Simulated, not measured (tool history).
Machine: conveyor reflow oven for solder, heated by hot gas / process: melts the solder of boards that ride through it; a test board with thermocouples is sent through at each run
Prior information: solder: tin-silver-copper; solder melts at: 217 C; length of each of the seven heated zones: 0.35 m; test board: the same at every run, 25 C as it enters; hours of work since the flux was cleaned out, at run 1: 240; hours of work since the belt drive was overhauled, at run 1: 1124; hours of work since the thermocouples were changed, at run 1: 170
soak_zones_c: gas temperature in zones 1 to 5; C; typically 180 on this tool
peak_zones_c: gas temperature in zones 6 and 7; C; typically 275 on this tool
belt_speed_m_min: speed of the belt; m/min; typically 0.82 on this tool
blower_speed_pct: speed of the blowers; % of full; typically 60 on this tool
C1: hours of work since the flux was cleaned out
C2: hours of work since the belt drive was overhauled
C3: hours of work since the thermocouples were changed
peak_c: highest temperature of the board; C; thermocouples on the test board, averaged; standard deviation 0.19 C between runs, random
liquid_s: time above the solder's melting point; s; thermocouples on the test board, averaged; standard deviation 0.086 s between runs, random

{"run": 1, "hour": 0.0, "soak_zones_c": 180, "peak_zones_c": 275, "belt_speed_m_min": 0.82, "blower_speed_pct": 60, "C1": 240, "C2": 1124, "C3": 170, "peak_c": 254.3, "liquid_s": 40.54}
{"hour": 62.3, "done": "flux residue cleaned out of gas plates and filters"}
{"run": 2, "hour": 85.7, "soak_zones_c": 180, "peak_zones_c": 275, "belt_speed_m_min": 0.82, "blower_speed_pct": 60, "C1": 18, "C2": 1187, "C3": 233, "peak_c": 255, "liquid_s": 41.34}
{"run": 3, "hour": 137.2, "soak_zones_c": 180, "peak_zones_c": 275, "belt_speed_m_min": 0.82, "blower_speed_pct": 82, "C1": 59, "C2": 1228, "C3": 273, "peak_c": 259.3, "liquid_s": 43.68}
{"hour": 154.3, "done": "belt drive overhauled, speed set with a stopwatch"}
{"run": 4, "hour": 221.2, "soak_zones_c": 180, "peak_zones_c": 275, "belt_speed_m_min": 0.82, "blower_speed_pct": 82, "C1": 121, "C2": 52, "C3": 336, "peak_c": 258.2, "liquid_s": 42.38}
{"run": 5, "hour": 299.4, "soak_zones_c": 180, "peak_zones_c": 275, "belt_speed_m_min": 0.82, "blower_speed_pct": 82, "C1": 183, "C2": 114, "C3": 397, "peak_c": 257.9, "liquid_s": 42.16}
{"run": 6, "hour": 334.3, "soak_zones_c": 180, "peak_zones_c": 275, "belt_speed_m_min": 0.82, "blower_speed_pct": 60, "C1": 210, "C2": 141, "C3": 424, "peak_c": 253.3, "liquid_s": 39.53}
{"run": 7, "hour": 395.4, "soak_zones_c": 180, "peak_zones_c": 275, "belt_speed_m_min": 0.82, "blower_speed_pct": 60, "C1": 258, "C2": 189, "C3": 472, "peak_c": 253.5, "liquid_s": 39.39}
{"hour": 430.8, "done": "flux residue cleaned out of gas plates and filters"}
{"run": 8, "hour": 454.0, "soak_zones_c": 180, "peak_zones_c": 275, "belt_speed_m_min": 0.82, "blower_speed_pct": 64, "C1": 18, "C2": 231, "C3": 514, "peak_c": 255.2, "liquid_s": 40.5}
{"hour": 498.5, "done": "thermocouples of zones 6 and 7 changed"}
{"run": 9, "hour": 502.2, "soak_zones_c": 180, "peak_zones_c": 272, "belt_speed_m_min": 0.82, "blower_speed_pct": 60, "C1": 54, "C2": 267, "C3": 3, "peak_c": 252.3, "liquid_s": 39.17}
{"run": 10, "hour": 541.4, "soak_zones_c": 180, "peak_zones_c": 272, "belt_speed_m_min": 0.82, "blower_speed_pct": 60, "C1": 85, "C2": 298, "C3": 34, "peak_c": 252.2, "liquid_s": 39.1}
{"run": 11, "hour": 584.1, "soak_zones_c": 180, "peak_zones_c": 272, "belt_speed_m_min": 0.82, "blower_speed_pct": 60, "C1": 118, "C2": 331, "C3": 67, "peak_c": 252, "liquid_s": 38.88}
{"run": 12, "hour": 653.8, "soak_zones_c": 180, "peak_zones_c": 275, "belt_speed_m_min": 0.82, "blower_speed_pct": 65, "C1": 173, "C2": 386, "C3": 122, "peak_c": 255.4, "liquid_s": 40.78}
{"run": 13, "hour": 695.7, "soak_zones_c": 180, "peak_zones_c": 275, "belt_speed_m_min": 0.82, "blower_speed_pct": 65, "C1": 206, "C2": 418, "C3": 154, "peak_c": 255.4, "liquid_s": 40.68}
{"run": 14, "hour": 775.2, "soak_zones_c": 190, "peak_zones_c": 275, "belt_speed_m_min": 0.82, "blower_speed_pct": 60, "C1": 268, "C2": 481, "C3": 217, "peak_c": 255.9, "liquid_s": 43.72}
{"hour": 802.1, "done": "flux residue cleaned out of gas plates and filters"}
{"run": 15, "hour": 851.2, "soak_zones_c": 182, "peak_zones_c": 275, "belt_speed_m_min": 0.82, "blower_speed_pct": 60, "C1": 38, "C2": 536, "C3": 272, "peak_c": 254.9, "liquid_s": 41.08}
{"run": 16, "hour": 886.3, "soak_zones_c": 182, "peak_zones_c": 275, "belt_speed_m_min": 0.82, "blower_speed_pct": 88, "C1": 66, "C2": 564, "C3": 300, "peak_c": 260.4, "liquid_s": 43.93}
{"run": 17, "hour": 971.8, "soak_zones_c": 182, "peak_zones_c": 275, "belt_speed_m_min": 0.82, "blower_speed_pct": 88, "C1": 133, "C2": 631, "C3": 367, "peak_c": 260, "liquid_s": 43.9}
{"run": 18, "hour": 1016.5, "soak_zones_c": 186, "peak_zones_c": 280, "belt_speed_m_min": 0.784, "blower_speed_pct": 60, "C1": 168, "C2": 666, "C3": 402, "peak_c": 260.8, "liquid_s": 46.92}
{"run": 19, "hour": 1061.3, "soak_zones_c": 186, "peak_zones_c": 269, "belt_speed_m_min": 0.907, "blower_speed_pct": 60, "C1": 203, "C2": 701, "C3": 437, "peak_c": 246.7, "liquid_s": 33.64}
{"run": 20, "hour": 1111.2, "soak_zones_c": 187, "peak_zones_c": 275, "belt_speed_m_min": 0.789, "blower_speed_pct": 60, "C1": 242, "C2": 740, "C3": 476, "peak_c": 256.2, "liquid_s": 45.1}
{"hour": 1167.5, "done": "flux residue cleaned out of gas plates and filters"}
{"run": 21, "hour": 1171.2, "soak_zones_c": 180, "peak_zones_c": 275, "belt_speed_m_min": 0.854, "blower_speed_pct": 50, "C1": 3, "C2": 783, "C3": 519, "peak_c": 249.5, "liquid_s": 35.91}
{"hour": 1211.1, "done": "thermocouples of zones 6 and 7 changed"}
{"run": 22, "hour": 1232.1, "soak_zones_c": 180, "peak_zones_c": 275, "belt_speed_m_min": 0.854, "blower_speed_pct": 50, "C1": 49, "C2": 829, "C3": 16, "peak_c": 250.9, "liquid_s": 36.41}
{"run": 23, "hour": 1289.9, "soak_zones_c": 180, "peak_zones_c": 275, "belt_speed_m_min": 0.855, "blower_speed_pct": 77, "C1": 94, "C2": 874, "C3": 62, "peak_c": 257.3, "liquid_s": 40.36}
{"run": 24, "hour": 1336.1, "soak_zones_c": 180, "peak_zones_c": 275, "belt_speed_m_min": 0.855, "blower_speed_pct": 77, "C1": 130, "C2": 910, "C3": 98, "peak_c": 257.3, "liquid_s": 40.52}
{"run": 25, "hour": 1407.5, "soak_zones_c": 180, "peak_zones_c": 275, "belt_speed_m_min": 0.855, "blower_speed_pct": 77, "C1": 186, "C2": 966, "C3": 154, "peak_c": 257.4, "liquid_s": 40.41}
{"run": 26, "hour": 1475.7, "soak_zones_c": 186, "peak_zones_c": 265, "belt_speed_m_min": 0.82, "blower_speed_pct": 60, "C1": 240, "C2": 1020, "C3": 207, "peak_c": 247.6, "liquid_s": 38.87}
{"hour": 1535.4, "done": "flux residue cleaned out of gas plates and filters"}
{"run": 27, "hour": 1545.1, "soak_zones_c": 186, "peak_zones_c": 265, "belt_speed_m_min": 0.82, "blower_speed_pct": 60, "C1": 8, "C2": 1070, "C3": 258, "peak_c": 248, "liquid_s": 39.3}
{"run": 28, "hour": 1592.7, "soak_zones_c": 187, "peak_zones_c": 284, "belt_speed_m_min": 0.82, "blower_speed_pct": 60, "C1": 45, "C2": 1107, "C3": 295, "peak_c": 263.7, "liquid_s": 46.52}
{"run": 29, "hour": 1675.6, "soak_zones_c": 187, "peak_zones_c": 284, "belt_speed_m_min": 0.82, "blower_speed_pct": 60, "C1": 110, "C2": 1172, "C3": 360, "peak_c": 263.3, "liquid_s": 46.41}
{"run": 30, "hour": 1724.1, "soak_zones_c": 192, "peak_zones_c": 275, "belt_speed_m_min": 0.874, "blower_speed_pct": 89, "C1": 148, "C2": 1210, "C3": 398, "peak_c": 260.3, "liquid_s": 44.14}
{"hour": 1763.7, "done": "belt drive overhauled, speed set with a stopwatch"}
{"run": 31, "hour": 1766.6, "soak_zones_c": 180, "peak_zones_c": 275, "belt_speed_m_min": 0.884, "blower_speed_pct": 60, "C1": 178, "C2": 2, "C3": 428, "peak_c": 250.9, "liquid_s": 35.07}

3 options for the next run, each taken on its own from the tool as it stands now. Forecast them:
{"run": "A", "hour": 1846.5, "soak_zones_c": 180, "peak_zones_c": 275, "belt_speed_m_min": 0.82, "blower_speed_pct": 55, "C1": 240, "C2": 65, "C3": 490, "peak_c": "?", "liquid_s": "?"}
{"run": "B", "hour": 1846.5, "soak_zones_c": 180, "peak_zones_c": 283, "belt_speed_m_min": 0.927, "blower_speed_pct": 60, "C1": 240, "C2": 65, "C3": 490, "peak_c": "?", "liquid_s": "?"}
{"run": "C", "hour": 1846.5, "soak_zones_c": 179, "peak_zones_c": 273, "belt_speed_m_min": 0.82, "blower_speed_pct": 81, "C1": 240, "C2": 65, "C3": 490, "peak_c": "?", "liquid_s": "?"}

run=A peak_c=252 liquid_s=38.55
run=B peak_c=255.2 liquid_s=35.14
run=C peak_c=256.1 liquid_s=41.28
What these runs would have given with no unlogged condition in the tool:
run=A peak_c=253.7 liquid_s=39.47
run=B peak_c=257.1 liquid_s=36.01
run=C peak_c=258 liquid_s=42.09
